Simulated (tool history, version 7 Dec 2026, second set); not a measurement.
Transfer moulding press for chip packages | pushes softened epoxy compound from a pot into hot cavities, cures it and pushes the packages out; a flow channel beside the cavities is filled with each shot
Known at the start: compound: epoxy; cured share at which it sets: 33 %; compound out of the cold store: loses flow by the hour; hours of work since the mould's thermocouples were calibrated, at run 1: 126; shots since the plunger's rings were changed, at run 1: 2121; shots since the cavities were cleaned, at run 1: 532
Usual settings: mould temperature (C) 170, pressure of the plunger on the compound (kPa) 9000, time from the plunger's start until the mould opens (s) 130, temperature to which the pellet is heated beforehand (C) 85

run,hour,mould temperature (C),pressure of the plunger on the compound (kPa),time from the plunger's start until the mould opens (s),temperature to which the pellet is heated beforehand (C),hours of work since the mould's thermocouples were calibrated,shots since the plunger's rings were changed,shots since the cavities were cleaned,incoming compound's hours out of the cold store,length that the compound runs in the flow channel (mm),greatest force on the pins that push the packages out (N)
1,0.0,170,9000,130,85,126,2121,532,40.2,737,785
2,8.0,170,9000,130,85,130,2168,579,38.2,754,793
3,18.8,170,9000,130,85,134,2233,644,40.8,741,802
4,30.0,170,9000,130,87,139,2299,710,34.3,767,814
5,41.5,170,9000,130,83,143,2368,779,44.1,727,821
6,52.9,170,9000,130,83,148,2435,846,9.4,884,879
7,65.7,170,9000,130,85,153,2512,923,10.4,875,871
8,72.6,170,9000,130,85,156,2553,964,28.0,796,881
9,85.9,170,9000,130,85,161,2632,1043,23.1,816,914
10,95.6,170,9000,130,85,165,2690,1101,31.3,782,880
# hour 110.8: cavities cleaned with cleaning compound and waxed
11,112.5,170,9000,130,85,171,2781,10,8.9,875,428
12,127.5,170,9000,130,85,177,2870,99,22.1,818,536
13,134.5,170,9000,130,85,180,2912,141,29.8,781,585
14,145.2,163,9000,117,85,184,2976,205,16.0,870,1260
15,152.0,163,9000,117,83,187,3016,245,46.9,739,1172
16,165.4,163,9000,117,83,192,3096,325,34.3,779,1338
17,180.0,169,9000,130,85,198,3183,412,41.8,731,782
18,188.4,173,7580,130,84,201,3232,461,32.7,697,712
19,194.8,175,7580,130,77,204,3271,500,16.2,762,699
20,205.4,170,7270,130,85,208,3334,563,37.1,668,800
21,216.8,168,7270,154,85,213,3402,631,17.6,758,770
22,224.9,170,9000,152,89,216,3450,679,41.4,733,765
23,235.8,171,9250,130,85,221,3514,743,33.1,765,825
24,245.3,171,9000,130,83,224,3571,800,9.4,856,809
25,251.9,171,7350,156,83,227,3610,839,45.9,642,769
26,260.4,170,7590,133,85,230,3661,890,22.1,740,821

Forecast each of these 4 alternatives for the next run:
A,275.5,162,7710,133,80,236,3751,980,47.9,?,?
B,275.5,170,7890,167,91,236,3751,980,19.6,?,?
C,275.5,164,9000,130,89,236,3751,980,34.5,?,?
D,275.5,178,9580,130,82,236,3751,980,13.4,?,?

run,length that the compound runs in the flow channel (mm),greatest force on the pins that push the packages out (N)
A,675,1329
B,773,792
C,783,1181
D,850,756
Without the tool's hidden state the same runs would have given:
run,length that the compound runs in the flow channel (mm),greatest force on the pins that push the packages out (N)
A,709,577
B,811,350
C,822,516
D,892,334
